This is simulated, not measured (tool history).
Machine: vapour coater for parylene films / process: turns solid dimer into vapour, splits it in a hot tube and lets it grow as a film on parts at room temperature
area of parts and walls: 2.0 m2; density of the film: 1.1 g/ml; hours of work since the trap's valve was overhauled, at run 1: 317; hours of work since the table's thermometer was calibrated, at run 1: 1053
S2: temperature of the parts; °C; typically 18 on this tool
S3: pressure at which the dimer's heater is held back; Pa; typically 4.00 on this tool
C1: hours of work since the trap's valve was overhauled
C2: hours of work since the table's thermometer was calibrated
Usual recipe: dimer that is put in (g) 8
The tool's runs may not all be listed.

{"run": 1, "hour": 0.0, "dimer that is put in (g)": 8, "S2": 18, "S3": 4.0, "C1": 317, "C2": 1053, "thickness of the film (µm)": 2.496}
{"run": 2, "hour": 30.3, "dimer that is put in (g)": 8, "S2": 18, "S3": 3.01, "C1": 330, "C2": 1066, "thickness of the film (µm)": 2.645}
{"run": 3, "hour": 58.9, "dimer that is put in (g)": 8, "S2": 18, "S3": 3.01, "C1": 342, "C2": 1078, "thickness of the film (µm)": 2.66}
{"run": 4, "hour": 90.7, "dimer that is put in (g)": 8, "S2": 18, "S3": 4.0, "C1": 355, "C2": 1092, "thickness of the film (µm)": 2.487}
{"run": 5, "hour": 119.2, "dimer that is put in (g)": 8, "S2": 18, "S3": 4.0, "C1": 368, "C2": 1104, "thickness of the film (µm)": 2.481}
{"run": 6, "hour": 159.3, "dimer that is put in (g)": 8, "S2": 18, "S3": 4.0, "C1": 385, "C2": 1121, "thickness of the film (µm)": 2.478}
{"run": 7, "hour": 193.0, "dimer that is put in (g)": 8, "S2": 18, "S3": 4.0, "C1": 399, "C2": 1136, "thickness of the film (µm)": 2.476}
{"run": 8, "hour": 225.5, "dimer that is put in (g)": 8, "S2": 29, "S3": 4.0, "C1": 413, "C2": 1150, "thickness of the film (µm)": 1.582}
{"run": 9, "hour": 279.4, "dimer that is put in (g)": 8, "S2": 12, "S3": 4.0, "C1": 436, "C2": 1173, "thickness of the film (µm)": 3.146}
{"run": 10, "hour": 338.3, "dimer that is put in (g)": 11, "S2": 18, "S3": 4.0, "C1": 461, "C2": 1198, "thickness of the film (µm)": 3.375}
{"run": 11, "hour": 390.3, "dimer that is put in (g)": 11, "S2": 18, "S3": 4.0, "C1": 483, "C2": 1220, "thickness of the film (µm)": 3.377}
{"hour": 427.5, "done": "trap's valve overhauled"}
{"run": 12, "hour": 460.9, "dimer that is put in (g)": 11, "S2": 18, "S3": 4.0, "C1": 14, "C2": 1249, "thickness of the film (µm)": 3.58}
{"run": 13, "hour": 493.7, "dimer that is put in (g)": 8, "S2": 29, "S3": 4.0, "C1": 28, "C2": 1263, "thickness of the film (µm)": 1.669}
{"run": 14, "hour": 522.4, "dimer that is put in (g)": 8, "S2": 18, "S3": 4.0, "C1": 41, "C2": 1275, "thickness of the film (µm)": 2.606}
{"run": 15, "hour": 577.4, "dimer that is put in (g)": 10, "S2": 18, "S3": 4.0, "C1": 64, "C2": 1298, "thickness of the film (µm)": 3.257}
{"run": 16, "hour": 626.8, "dimer that is put in (g)": 10, "S2": 18, "S3": 4.0, "C1": 85, "C2": 1320, "thickness of the film (µm)": 3.236}
{"hour": 649.8, "done": "table's thermometer calibrated"}
{"run": 17, "hour": 666.7, "dimer that is put in (g)": 10, "S2": 18, "S3": 4.0, "C1": 102, "C2": 7, "thickness of the film (µm)": 3.192}
{"run": 18, "hour": 707.9, "dimer that is put in (g)": 8, "S2": 18, "S3": 4.57, "C1": 119, "C2": 25, "thickness of the film (µm)": 2.473}
{"run": 19, "hour": 764.6, "dimer that is put in (g)": 8, "S2": 18, "S3": 4.57, "C1": 144, "C2": 49, "thickness of the film (µm)": 2.474}
{"run": 20, "hour": 832.1, "dimer that is put in (g)": 8, "S2": 18, "S3": 4.0, "C1": 173, "C2": 78, "thickness of the film (µm)": 2.532}
{"run": 21, "hour": 887.4, "dimer that is put in (g)": 8, "S2": 18, "S3": 4.0, "C1": 196, "C2": 102, "thickness of the film (µm)": 2.522}
{"run": 22, "hour": 949.1, "dimer that is put in (g)": 7, "S2": 18, "S3": 4.0, "C1": 223, "C2": 128, "thickness of the film (µm)": 2.219}
{"run": 23, "hour": 1019.6, "dimer that is put in (g)": 7, "S2": 18, "S3": 4.0, "C1": 253, "C2": 158, "thickness of the film (µm)": 2.21}
{"run": 24, "hour": 1053.3, "dimer that is put in (g)": 7, "S2": 18, "S3": 4.0, "C1": 267, "C2": 173, "thickness of the film (µm)": 2.202}
{"run": 25, "hour": 1097.6, "dimer that is put in (g)": 7, "S2": 18, "S3": 4.0, "C1": 286, "C2": 191, "thickness of the film (µm)": 2.204}
{"run": 26, "hour": 1160.3, "dimer that is put in (g)": 8, "S2": 11, "S3": 9.54, "C1": 313, "C2": 218, "thickness of the film (µm)": 2.764}
{"run": 27, "hour": 1196.1, "dimer that is put in (g)": 8, "S2": 11, "S3": 9.54, "C1": 328, "C2": 234, "thickness of the film (µm)": 2.754}
{"run": 28, "hour": 1233.6, "dimer that is put in (g)": 7, "S2": 11, "S3": 9.54, "C1": 344, "C2": 250, "thickness of the film (µm)": 2.402}
{"run": 29, "hour": 1276.1, "dimer that is put in (g)": 4, "S2": 11, "S3": 4.18, "C1": 362, "C2": 268, "thickness of the film (µm)": 1.633}
{"run": 30, "hour": 1311.8, "dimer that is put in (g)": 4, "S2": 17, "S3": 3.02, "C1": 378, "C2": 283, "thickness of the film (µm)": 1.37}
{"run": 31, "hour": 1374.1, "dimer that is put in (g)": 4, "S2": 18, "S3": 4.05, "C1": 404, "C2": 310, "thickness of the film (µm)": 1.231}
{"run": 32, "hour": 1424.6, "dimer that is put in (g)": 4, "S2": 18, "S3": 4.05, "C1": 426, "C2": 331, "thickness of the film (µm)": 1.227}
{"run": 33, "hour": 1463.5, "dimer that is put in (g)": 6, "S2": 17, "S3": 2.32, "C1": 443, "C2": 348, "thickness of the film (µm)": 2.151}
{"run": 34, "hour": 1517.4, "dimer that is put in (g)": 11, "S2": 20, "S3": 4.0, "C1": 466, "C2": 371, "thickness of the film (µm)": 3.117}
{"run": 35, "hour": 1579.9, "dimer that is put in (g)": 11, "S2": 18, "S3": 4.6, "C1": 492, "C2": 398, "thickness of the film (µm)": 3.266}
{"hour": 1592.9, "done": "trap's valve overhauled"}
{"run": 36, "hour": 1647.4, "dimer that is put in (g)": 5, "S2": 10, "S3": 8.4, "C1": 23, "C2": 425, "thickness of the film (µm)": 1.901}
{"run": 37, "hour": 1699.1, "dimer that is put in (g)": 8, "S2": 12, "S3": 4.0, "C1": 45, "C2": 447, "thickness of the film (µm)": 3.261}
{"run": 38, "hour": 1762.2, "dimer that is put in (g)": 8, "S2": 12, "S3": 4.0, "C1": 72, "C2": 474, "thickness of the film (µm)": 3.268}
{"run": 39, "hour": 1799.9, "dimer that is put in (g)": 8, "S2": 12, "S3": 4.0, "C1": 89, "C2": 490, "thickness of the film (µm)": 3.262}
{"run": 40, "hour": 1839.2, "dimer that is put in (g)": 8, "S2": 12, "S3": 4.0, "C1": 105, "C2": 507, "thickness of the film (µm)": 3.256}
{"run": 41, "hour": 1905.5, "dimer that is put in (g)": 8, "S2": 12, "S3": 4.0, "C1": 134, "C2": 535, "thickness of the film (µm)": 3.237}
{"run": 42, "hour": 1940.1, "dimer that is put in (g)": 8, "S2": 12, "S3": 4.0, "C1": 148, "C2": 550, "thickness of the film (µm)": 3.245}
{"run": 43, "hour": 2000.2, "dimer that is put in (g)": 8, "S2": 12, "S3": 4.0, "C1": 174, "C2": 576, "thickness of the film (µm)": 3.234}
{"run": 44, "hour": 2047.5, "dimer that is put in (g)": 8, "S2": 13, "S3": 4.0, "C1": 194, "C2": 596, "thickness of the film (µm)": 3.099}
{"run": 45, "hour": 2115.6, "dimer that is put in (g)": 8, "S2": 24, "S3": 10.98, "C1": 224, "C2": 625, "thickness of the film (µm)": 1.587}
{"run": 46, "hour": 2184.5, "dimer that is put in (g)": 8, "S2": 24, "S3": 4.0, "C1": 253, "C2": 655, "thickness of the film (µm)": 1.978}

4 ways to go on from here, each from the tool as it stands after run 46. What would each give?
{"run": "A", "hour": 2214.6, "dimer that is put in (g)": 8, "S2": 14, "S3": 2.23, "C1": 266, "C2": 667, "thickness of the film (µm)": "?"}
{"run": "B", "hour": 2214.6, "dimer that is put in (g)": 8, "S2": 28, "S3": 6.13, "C1": 266, "C2": 667, "thickness of the film (µm)": "?"}
{"run": "C", "hour": 2214.6, "dimer that is put in (g)": 8, "S2": 18, "S3": 3.27, "C1": 266, "C2": 667, "thickness of the film (µm)": "?"}
{"run": "D", "hour": 2214.6, "dimer that is put in (g)": 8, "S2": 23, "S3": 6.71, "C1": 266, "C2": 667, "thickness of the film (µm)": "?"}

run=A thickness_of_the_film_(µm)=3.356
run=B thickness_of_the_film_(µm)=1.529
run=C thickness_of_the_film_(µm)=2.629
run=D thickness_of_the_film_(µm)=1.846
With the hidden condition removed and each run's random variation left untouched, the same runs would have given:
run=A thickness_of_the_film_(µm)=3.440
run=B thickness_of_the_film_(µm)=1.567
run=C thickness_of_the_film_(µm)=2.694
run=D thickness_of_the_film_(µm)=1.892
